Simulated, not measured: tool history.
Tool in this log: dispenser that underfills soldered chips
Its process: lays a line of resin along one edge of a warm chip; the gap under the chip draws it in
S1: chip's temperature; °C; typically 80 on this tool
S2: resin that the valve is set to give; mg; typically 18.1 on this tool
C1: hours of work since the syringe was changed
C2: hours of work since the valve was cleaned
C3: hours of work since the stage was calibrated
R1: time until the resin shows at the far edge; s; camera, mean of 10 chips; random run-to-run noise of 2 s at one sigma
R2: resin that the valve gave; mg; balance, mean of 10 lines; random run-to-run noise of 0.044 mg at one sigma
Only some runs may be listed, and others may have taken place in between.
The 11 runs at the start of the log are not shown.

run,day,S1,S2,C1,C2,C3,R1,R2
12,2.312,80,19.6,6,89,108,292.2,18.88
13,2.567,80,19.6,10,94,113,401.5,18.89
# day 2.646: new syringe of resin
14,2.821,80,19.6,3,99,118,258.6,18.87
15,2.971,80,19.6,6,101,120,307.2,18.70
16,3.100,80,22.3,8,104,123,354.3,21.38
# day 3.279: new syringe of resin
# day 3.367: dispensing valve cleaned and set on the balance
17,3.388,80,22.3,1,0,127,216.3,22.28
18,3.562,94,18.1,4,4,130,140.0,17.97
19,3.746,82,19.8,8,7,134,311.5,19.67
20,3.917,78,20.3,11,10,137,475.2,20.12
# day 3.954: new syringe of resin
21,4.067,94,16.1,2,13,140,118.3,15.98
22,4.308,88,17.3,7,17,144,212.6,17.13
23,4.512,93,16.2,10,21,148,223.3,15.92
# day 4.583: new syringe of resin
24,4.783,93,16.2,4,26,153,140.6,15.96
25,5.046,93,16.2,9,31,158,197.5,15.94
# day 5.221: new syringe of resin
26,5.271,80,19.0,1,35,162,214.5,18.64
27,5.504,71,16.6,5,39,166,461.8,16.24
28,5.796,90,15.8,11,45,171,257.7,15.41
# day 5.871: new syringe of resin
29,6.096,71,22.9,4,50,177,424.6,22.35
30,6.275,71,22.9,8,53,180,526.5,22.31
31,6.471,75,18.9,11,57,184,552.6,18.36
# day 6.517: new syringe of resin
32,6.725,71,18.9,4,62,188,419.6,18.37

Run 33 comes next. What will it give?
33,6.858,70,20.5,6,64,191,?,?

Run 33 came out at R1 519.5 s, R2 19.82 mg.
Had the tool carried no hidden state, the very same run would have given R1 331.4 s, R2 20.45 mg.
